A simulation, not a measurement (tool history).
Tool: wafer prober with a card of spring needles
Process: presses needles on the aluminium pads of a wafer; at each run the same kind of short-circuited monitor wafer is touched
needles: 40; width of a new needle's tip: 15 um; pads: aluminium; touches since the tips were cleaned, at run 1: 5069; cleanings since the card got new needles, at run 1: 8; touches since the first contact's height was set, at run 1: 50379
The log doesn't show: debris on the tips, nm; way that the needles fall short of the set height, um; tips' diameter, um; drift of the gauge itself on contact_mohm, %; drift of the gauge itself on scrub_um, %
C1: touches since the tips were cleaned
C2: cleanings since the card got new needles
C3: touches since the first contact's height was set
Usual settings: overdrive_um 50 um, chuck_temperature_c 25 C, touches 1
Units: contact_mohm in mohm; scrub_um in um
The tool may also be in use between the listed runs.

{"run": 1, "hour": 0.0, "overdrive_um": 50, "chuck_temperature_c": 25, "touches": 1, "C1": 5069, "C2": 8, "C3": 50379, "contact_mohm": 244, "scrub_um": 9.78}
{"hour": 1.3, "done": "tips cleaned on abrasive film"}
{"hour": 17.1, "done": "tips cleaned on abrasive film"}
{"run": 2, "hour": 17.1, "overdrive_um": 50, "chuck_temperature_c": 25, "touches": 1, "C1": 0, "C2": 10, "C3": 56365, "contact_mohm": 206, "scrub_um": 9.72}
{"hour": 34.3, "done": "tips cleaned on abrasive film"}
{"run": 3, "hour": 39.5, "overdrive_um": 50, "chuck_temperature_c": 25, "touches": 1, "C1": 1851, "C2": 11, "C3": 64263, "contact_mohm": 224, "scrub_um": 9.77}
{"hour": 51.2, "done": "tips cleaned on abrasive film"}
{"run": 4, "hour": 56.3, "overdrive_um": 50, "chuck_temperature_c": 25, "touches": 1, "C1": 1815, "C2": 12, "C3": 70176, "contact_mohm": 226, "scrub_um": 9.66}
{"hour": 69.1, "done": "tips cleaned on abrasive film"}
{"run": 5, "hour": 79.3, "overdrive_um": 55, "chuck_temperature_c": 25, "touches": 1, "C1": 3622, "C2": 13, "C3": 78276, "contact_mohm": 232, "scrub_um": 10.75}
{"hour": 86.2, "done": "tips cleaned on abrasive film"}
{"hour": 86.5, "done": "height of the first contact set anew"}
{"run": 6, "hour": 95.2, "overdrive_um": 55, "chuck_temperature_c": 25, "touches": 1, "C1": 3095, "C2": 14, "C3": 3095, "contact_mohm": 224, "scrub_um": 10.89}
{"hour": 102.8, "done": "tips cleaned on abrasive film"}
{"run": 7, "hour": 109.1, "overdrive_um": 55, "chuck_temperature_c": 25, "touches": 1, "C1": 2257, "C2": 15, "C3": 7985, "contact_mohm": 226, "scrub_um": 10.88}
{"hour": 118.6, "done": "tips cleaned on abrasive film"}
{"run": 8, "hour": 131.9, "overdrive_um": 50, "chuck_temperature_c": 38, "touches": 1, "C1": 4724, "C2": 16, "C3": 16008, "contact_mohm": 249, "scrub_um": 9.85}
{"hour": 134.2, "done": "tips cleaned on abrasive film"}
{"hour": 151.1, "done": "tips cleaned on abrasive film"}
{"run": 9, "hour": 151.1, "overdrive_um": 53, "chuck_temperature_c": 25, "touches": 1, "C1": 0, "C2": 18, "C3": 22714, "contact_mohm": 210, "scrub_um": 10.45}
{"run": 10, "hour": 165.9, "overdrive_um": 53, "chuck_temperature_c": 25, "touches": 1, "C1": 5258, "C2": 18, "C3": 27972, "contact_mohm": 243, "scrub_um": 10.45}
{"hour": 167.6, "done": "tips cleaned on abrasive film"}
{"hour": 183.7, "done": "tips cleaned on abrasive film"}
{"run": 11, "hour": 189.2, "overdrive_um": 53, "chuck_temperature_c": 25, "touches": 1, "C1": 1966, "C2": 20, "C3": 36147, "contact_mohm": 221, "scrub_um": 10.33}
{"hour": 199.3, "done": "tips cleaned on abrasive film"}
{"run": 12, "hour": 202.6, "overdrive_um": 53, "chuck_temperature_c": 25, "touches": 1, "C1": 1181, "C2": 21, "C3": 40849, "contact_mohm": 219, "scrub_um": 10.38}
{"hour": 214.8, "done": "tips cleaned on abrasive film"}
{"run": 13, "hour": 227.5, "overdrive_um": 53, "chuck_temperature_c": 25, "touches": 1, "C1": 4491, "C2": 22, "C3": 49640, "contact_mohm": 241, "scrub_um": 10.4}
{"hour": 231.2, "done": "tips cleaned on abrasive film"}
{"hour": 248.4, "done": "tips cleaned on abrasive film"}
{"run": 14, "hour": 248.5, "overdrive_um": 53, "chuck_temperature_c": 25, "touches": 1, "C1": 33, "C2": 24, "C3": 56983, "contact_mohm": 205, "scrub_um": 10.33}
{"run": 15, "hour": 261.5, "overdrive_um": 50, "chuck_temperature_c": 25, "touches": 1, "C1": 4628, "C2": 24, "C3": 61578, "contact_mohm": 245, "scrub_um": 9.72}
{"hour": 264.5, "done": "tips cleaned on abrasive film"}
{"run": 16, "hour": 273.3, "overdrive_um": 50, "chuck_temperature_c": 25, "touches": 1, "C1": 3120, "C2": 25, "C3": 65726, "contact_mohm": 236, "scrub_um": 9.72}
{"hour": 280.9, "done": "tips cleaned on abrasive film"}
{"hour": 297.1, "done": "tips cleaned on abrasive film"}
{"run": 17, "hour": 297.1, "overdrive_um": 57, "chuck_temperature_c": 57, "touches": 2, "C1": 0, "C2": 27, "C3": 74087, "contact_mohm": 212, "scrub_um": 11.0}
{"run": 18, "hour": 308.4, "overdrive_um": 57, "chuck_temperature_c": 57, "touches": 2, "C1": 4012, "C2": 27, "C3": 78099, "contact_mohm": 228, "scrub_um": 11.07}
{"hour": 314.1, "done": "tips cleaned on abrasive film"}
{"hour": 318.0, "done": "height of the first contact set anew"}
{"run": 19, "hour": 325.1, "overdrive_um": 54, "chuck_temperature_c": 40, "touches": 2, "C1": 3765, "C2": 28, "C3": 2499, "contact_mohm": 224, "scrub_um": 10.7}
{"hour": 331.1, "done": "tips cleaned on abrasive film"}
{"hour": 346.8, "done": "tips cleaned on abrasive film"}
{"run": 20, "hour": 346.8, "overdrive_um": 50, "chuck_temperature_c": 49, "touches": 1, "C1": 0, "C2": 30, "C3": 10102, "contact_mohm": 213, "scrub_um": 9.88}
{"run": 21, "hour": 358.7, "overdrive_um": 50, "chuck_temperature_c": 25, "touches": 2, "C1": 4226, "C2": 30, "C3": 14328, "contact_mohm": 228, "scrub_um": 9.89}
{"hour": 363.3, "done": "tips cleaned on abrasive film"}
{"run": 22, "hour": 376.5, "overdrive_um": 49, "chuck_temperature_c": 30, "touches": 2, "C1": 4654, "C2": 31, "C3": 20587, "contact_mohm": 236, "scrub_um": 9.72}

Forecast run 23:
{"hour": 380.3, "done": "tips cleaned on abrasive film"}
{"hour": 397.0, "done": "tips cleaned on abrasive film"}
{"run": 23, "hour": 399.4, "overdrive_um": 37, "chuck_temperature_c": 35, "touches": 1, "C1": 866, "C2": 33, "C3": 28639, "contact_mohm": "?", "scrub_um": "?"}

Run 23 gave contact_mohm 233 mohm, scrub_um 7.25 um.
Without the tool's hidden state the same run would have given contact_mohm 208 mohm, scrub_um 7.33 um.
